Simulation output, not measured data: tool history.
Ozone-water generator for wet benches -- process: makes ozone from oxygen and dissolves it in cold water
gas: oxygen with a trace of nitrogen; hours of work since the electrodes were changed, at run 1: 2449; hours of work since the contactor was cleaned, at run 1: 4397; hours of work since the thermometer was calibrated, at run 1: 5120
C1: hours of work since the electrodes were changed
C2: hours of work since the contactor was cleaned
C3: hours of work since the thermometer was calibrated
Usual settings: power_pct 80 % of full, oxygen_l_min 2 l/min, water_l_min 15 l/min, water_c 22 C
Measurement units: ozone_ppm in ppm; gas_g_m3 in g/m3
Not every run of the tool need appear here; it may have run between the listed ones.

Run 1, hour 0: usual settings; C1 2449; C2 4397; C3 5120. Result: ozone_ppm 8.8 ppm, gas_g_m3 180.5 g/m3.
Run 2, hour 76.6: usual settings; C1 2505; C2 4453; C3 5175. Result: ozone_ppm 9 ppm, gas_g_m3 178.6 g/m3.
Run 3, hour 154.6: usual settings; C1 2561; C2 4509; C3 5232. Result: ozone_ppm 9 ppm, gas_g_m3 179.6 g/m3.
Run 4, hour 244.3: usual settings but water_l_min 12 l/min; C1 2627; C2 4574; C3 5297. Result: ozone_ppm 11.1 ppm, gas_g_m3 180.5 g/m3.
Run 5, hour 338.7: usual settings but oxygen_l_min 1.39 l/min, water_l_min 12 l/min; C1 2695; C2 4643; C3 5365. Result: ozone_ppm 10.5 ppm, gas_g_m3 214.8 g/m3.
Run 6, hour 410.7: usual settings but oxygen_l_min 1.15 l/min, water_l_min 12 l/min; C1 2747; C2 4695; C3 5418. Result: ozone_ppm 10 ppm, gas_g_m3 237.7 g/m3.
Run 7, hour 477.2: usual settings but oxygen_l_min 1.15 l/min, water_l_min 12 l/min; C1 2795; C2 4743; C3 5466. Result: ozone_ppm 9.9 ppm, gas_g_m3 238.6 g/m3.
Run 8, hour 585.1: usual settings; C1 2874; C2 4822; C3 5544. Result: ozone_ppm 8.8 ppm, gas_g_m3 176.7 g/m3.
Run 9, hour 678.9: usual settings; C1 2942; C2 4890; C3 5612. Result: ozone_ppm 8.8 ppm, gas_g_m3 176.3 g/m3.
Run 10, hour 781.3: usual settings but power_pct 83 % of full; C1 3016; C2 4964; C3 5686. Result: ozone_ppm 8.7 ppm, gas_g_m3 178.6 g/m3.
At hour 791.9: water thermometer calibrated.
Run 11, hour 863.2: usual settings but power_pct 83 % of full; C1 3075; C2 5023; C3 52. Result: ozone_ppm 8.7 ppm, gas_g_m3 180 g/m3.
Run 12, hour 930.5: usual settings but water_l_min 13 l/min, water_c 19 C; C1 3124; C2 5072; C3 101. Result: ozone_ppm 10.4 ppm, gas_g_m3 178 g/m3.
Run 13, hour 985.8: usual settings but power_pct 41 % of full, oxygen_l_min 1.95 l/min, water_l_min 13 l/min, water_c 17 C; C1 3164; C2 5112; C3 141. Result: ozone_ppm 7.4 ppm, gas_g_m3 123.9 g/m3.
Run 14, hour 1031.6: usual settings but power_pct 96 % of full, oxygen_l_min 3.11 l/min, water_l_min 22 l/min, water_c 24 C; C1 3197; C2 5145; C3 174. Result: ozone_ppm 6.4 ppm, gas_g_m3 152.3 g/m3.
Run 15, hour 1076.3: usual settings but power_pct 96 % of full, oxygen_l_min 3.11 l/min, water_l_min 22 l/min, water_c 24 C; C1 3230; C2 5178; C3 206. Result: ozone_ppm 6.4 ppm, gas_g_m3 152.6 g/m3.
At hour 1102.8: water thermometer calibrated, once more.
Run 16, hour 1166.7: usual settings but power_pct 46 % of full, oxygen_l_min 1.53 l/min; C1 3295; C2 5243; C3 46. Result: ozone_ppm 6.2 ppm, gas_g_m3 149.2 g/m3.
Run 17, hour 1244.3: usual settings but power_pct 43 % of full, oxygen_l_min 1.53 l/min, water_l_min 21 l/min; C1 3351; C2 5299; C3 103. Result: ozone_ppm 4 ppm, gas_g_m3 143.4 g/m3.

Take each entry between the runs: how does the hidden state at the last listed run before it differ from the hidden state at the first listed run after it?
From run 10 to run 11: water thermometer calibrated (hour 791.9)
  yield of the discharge, % of new electrodes': 88.6 -> 88.3; contactor's efficiency, % of a clean one's: 84.3 -> 84.1; true water temperature over the reading, C: 0.66 -> 0.88
  the result without the hidden state subtracted from the measured one, ozone_ppm: -2.5 -> -2.5 ppm; gas_g_m3: -25.5 -> -26 g/m3
From run 15 to run 16: water thermometer calibrated, once more (hour 1102.8)
  yield of the discharge, % of new electrodes': 87.7 -> 87.4; contactor's efficiency, % of a clean one's: 83.7 -> 83.5; true water temperature over the reading, C: 0.9 -> -0.03
  the result without the hidden state subtracted from the measured one, ozone_ppm: -2.2 -> -1.5 ppm; gas_g_m3: -25.5 -> -16.1 g/m3
